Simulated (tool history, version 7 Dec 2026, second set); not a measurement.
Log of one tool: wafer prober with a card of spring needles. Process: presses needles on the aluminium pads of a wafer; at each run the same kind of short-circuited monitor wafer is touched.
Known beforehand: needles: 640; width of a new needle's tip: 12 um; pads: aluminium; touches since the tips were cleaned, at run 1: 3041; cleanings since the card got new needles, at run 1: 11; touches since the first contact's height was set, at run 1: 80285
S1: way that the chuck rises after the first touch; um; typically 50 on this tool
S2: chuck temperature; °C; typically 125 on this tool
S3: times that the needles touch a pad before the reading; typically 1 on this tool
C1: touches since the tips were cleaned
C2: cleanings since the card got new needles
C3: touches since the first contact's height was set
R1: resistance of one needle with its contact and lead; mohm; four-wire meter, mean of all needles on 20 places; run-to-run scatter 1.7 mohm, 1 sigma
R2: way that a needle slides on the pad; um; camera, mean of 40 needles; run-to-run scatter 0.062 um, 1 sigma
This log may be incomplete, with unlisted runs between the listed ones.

run 1 hour=0.0 | S1=50 S2=125 S3=1 | C1=3041 C2=11 C3=80285 | R1=216 R2=12.38
run 2 hour=5.8 | S1=50 S2=125 S3=1 | C1=5252 C2=11 C3=82496 | R1=230 R2=12.50
-- hour=9.0 tips cleaned on abrasive film
run 3 hour=10.3 | S1=50 S2=60 S3=1 | C1=475 C2=12 C3=84189 | R1=173 R2=12.51
run 4 hour=14.2 | S1=49 S2=60 S3=1 | C1=1983 C2=12 C3=85697 | R1=198 R2=12.16
run 5 hour=19.0 | S1=49 S2=60 S3=1 | C1=3813 C2=12 C3=87527 | R1=212 R2=12.25
-- hour=26.3 tips cleaned on abrasive film
run 6 hour=26.3 | S1=49 S2=60 S3=1 | C1=0 C2=13 C3=90289 | R1=165 R2=12.19
run 7 hour=32.3 | S1=49 S2=60 S3=1 | C1=2315 C2=13 C3=92604 | R1=203 R2=12.27
run 8 hour=40.4 | S1=50 S2=125 S3=3 | C1=5407 C2=13 C3=95696 | R1=190 R2=12.47
-- hour=43.7 tips cleaned on abrasive film
run 9 hour=47.2 | S1=42 S2=125 S3=1 | C1=1346 C2=14 C3=98271 | R1=217 R2=10.33
run 10 hour=56.7 | S1=50 S2=125 S3=1 | C1=5003 C2=14 C3=101928 | R1=232 R2=12.50
-- hour=60.7 tips cleaned on abrasive film
run 11 hour=66.3 | S1=50 S2=125 S3=1 | C1=2171 C2=15 C3=105577 | R1=208 R2=12.50
run 12 hour=72.2 | S1=50 S2=125 S3=1 | C1=4442 C2=15 C3=107848 | R1=225 R2=12.39
-- hour=78.0 tips cleaned on abrasive film
run 13 hour=81.5 | S1=50 S2=37 S3=2 | C1=1350 C2=16 C3=111362 | R1=170 R2=12.32
run 14 hour=89.4 | S1=50 S2=101 S3=3 | C1=4395 C2=16 C3=114407 | R1=187 R2=12.37
-- hour=95.4 tips cleaned on abrasive film
run 15 hour=99.1 | S1=50 S2=34 S3=2 | C1=1434 C2=17 C3=118083 | R1=172 R2=12.35
run 16 hour=108.7 | S1=43 S2=43 S3=1 | C1=5109 C2=17 C3=121758 | R1=245 R2=10.61
-- hour=112.7 tips cleaned on abrasive film
run 17 hour=117.5 | S1=65 S2=45 S3=2 | C1=1821 C2=18 C3=125096 | R1=165 R2=16.17
run 18 hour=123.2 | S1=65 S2=45 S3=2 | C1=4026 C2=18 C3=127301 | R1=169 R2=16.38
-- hour=129.9 tips cleaned on abrasive film
run 19 hour=131.1 | S1=50 S2=58 S3=1 | C1=465 C2=19 C3=130295 | R1=174 R2=12.40
run 20 hour=138.8 | S1=41 S2=62 S3=1 | C1=3387 C2=19 C3=133217 | R1=242 R2=10.05
run 21 hour=143.4 | S1=41 S2=33 S3=1 | C1=5184 C2=19 C3=135014 | R1=254 R2=10.09

5 ways to go on from here, each from the tool as it stands after run 21. What would each give?
-- hour=146.9 tips cleaned on abrasive film
run A hour=151.4 | S1=52 S2=50 S3=1 | C1=1731 C2=20 C3=138047 | R1=? R2=?
-- hour=146.9 tips cleaned on abrasive film
run B hour=151.4 | S1=47 S2=106 S3=1 | C1=1731 C2=20 C3=138047 | R1=? R2=?
-- hour=146.9 tips cleaned on abrasive film
run C hour=151.4 | S1=38 S2=48 S3=1 | C1=1731 C2=20 C3=138047 | R1=? R2=?
-- hour=146.9 tips cleaned on abrasive film
run D hour=151.4 | S1=57 S2=75 S3=2 | C1=1731 C2=20 C3=138047 | R1=? R2=?
-- hour=146.9 tips cleaned on abrasive film
run E hour=151.4 | S1=33 S2=35 S3=1 | C1=1731 C2=20 C3=138047 | R1=? R2=?

run=A R1=190 R2=12.72
run=B R1=208 R2=11.55
run=C R1=227 R2=9.23
run=D R1=176 R2=14.14
run=E R1=249 R2=8.02
What these runs would have given with no unlogged condition in the tool:
run=A R1=156 R2=13.20
run=B R1=170 R2=12.04
run=C R1=165 R2=9.72
run=D R1=159 R2=14.64
run=E R1=166 R2=8.51
